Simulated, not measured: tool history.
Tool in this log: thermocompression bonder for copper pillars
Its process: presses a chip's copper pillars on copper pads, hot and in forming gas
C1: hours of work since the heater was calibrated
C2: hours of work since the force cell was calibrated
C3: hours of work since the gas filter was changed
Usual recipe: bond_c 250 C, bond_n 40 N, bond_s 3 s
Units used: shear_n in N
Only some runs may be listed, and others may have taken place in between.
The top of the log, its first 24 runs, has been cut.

{"run": 25, "hour": 703.2, "bond_c": 233, "bond_n": 40, "bond_s": 3, "C1": 1534, "C2": 966, "C3": 23, "shear_n": 36.7}
{"run": 26, "hour": 727.5, "bond_c": 233, "bond_n": 51, "bond_s": 2, "C1": 1545, "C2": 976, "C3": 34, "shear_n": 36.3}
{"run": 27, "hour": 754.1, "bond_c": 233, "bond_n": 51, "bond_s": 4, "C1": 1556, "C2": 988, "C3": 45, "shear_n": 47.9}
{"run": 28, "hour": 775.1, "bond_c": 224, "bond_n": 32, "bond_s": 2, "C1": 1565, "C2": 997, "C3": 54, "shear_n": 20.7}
{"run": 29, "hour": 792.4, "bond_c": 224, "bond_n": 32, "bond_s": 2, "C1": 1573, "C2": 1004, "C3": 62, "shear_n": 20.3}
{"run": 30, "hour": 816.4, "bond_c": 224, "bond_n": 32, "bond_s": 4, "C1": 1583, "C2": 1014, "C3": 72, "shear_n": 27.9}
{"run": 31, "hour": 834.0, "bond_c": 242, "bond_n": 32, "bond_s": 5, "C1": 1591, "C2": 1022, "C3": 80, "shear_n": 42.2}
{"run": 32, "hour": 873.2, "bond_c": 242, "bond_n": 32, "bond_s": 5, "C1": 1607, "C2": 1039, "C3": 97, "shear_n": 42.1}
{"hour": 906.2, "done": "heater calibrated with a thermocouple chip"}
{"run": 33, "hour": 913.8, "bond_c": 242, "bond_n": 32, "bond_s": 5, "C1": 3, "C2": 1055, "C3": 113, "shear_n": 45.5}
{"run": 34, "hour": 935.0, "bond_c": 242, "bond_n": 32, "bond_s": 2, "C1": 12, "C2": 1065, "C3": 122, "shear_n": 31.2}
{"run": 35, "hour": 958.7, "bond_c": 267, "bond_n": 37, "bond_s": 7, "C1": 23, "C2": 1075, "C3": 132, "shear_n": 78.4}
{"hour": 974.6, "done": "forming gas filter changed"}
{"run": 36, "hour": 996.9, "bond_c": 227, "bond_n": 37, "bond_s": 4, "C1": 39, "C2": 1091, "C3": 10, "shear_n": 39.6}
{"run": 37, "hour": 1018.1, "bond_c": 250, "bond_n": 40, "bond_s": 2, "C1": 48, "C2": 1100, "C3": 19, "shear_n": 47.4}
{"run": 38, "hour": 1040.0, "bond_c": 250, "bond_n": 43, "bond_s": 3, "C1": 57, "C2": 1109, "C3": 28, "shear_n": 57.4}
{"run": 39, "hour": 1070.0, "bond_c": 250, "bond_n": 43, "bond_s": 3, "C1": 70, "C2": 1122, "C3": 41, "shear_n": 56.7}
{"run": 40, "hour": 1099.7, "bond_c": 244, "bond_n": 40, "bond_s": 3, "C1": 83, "C2": 1135, "C3": 54, "shear_n": 48.8}

Run 41 comes next. What will it give?
{"run": 41, "hour": 1139.3, "bond_c": 258, "bond_n": 38, "bond_s": 7, "C1": 100, "C2": 1152, "C3": 71, "shear_n": "?"}

shear_n: 76.9 N
Take away the tool's hidden state, keep the run-to-run variation as it was, and the same run would have given shear_n 79.8 N.
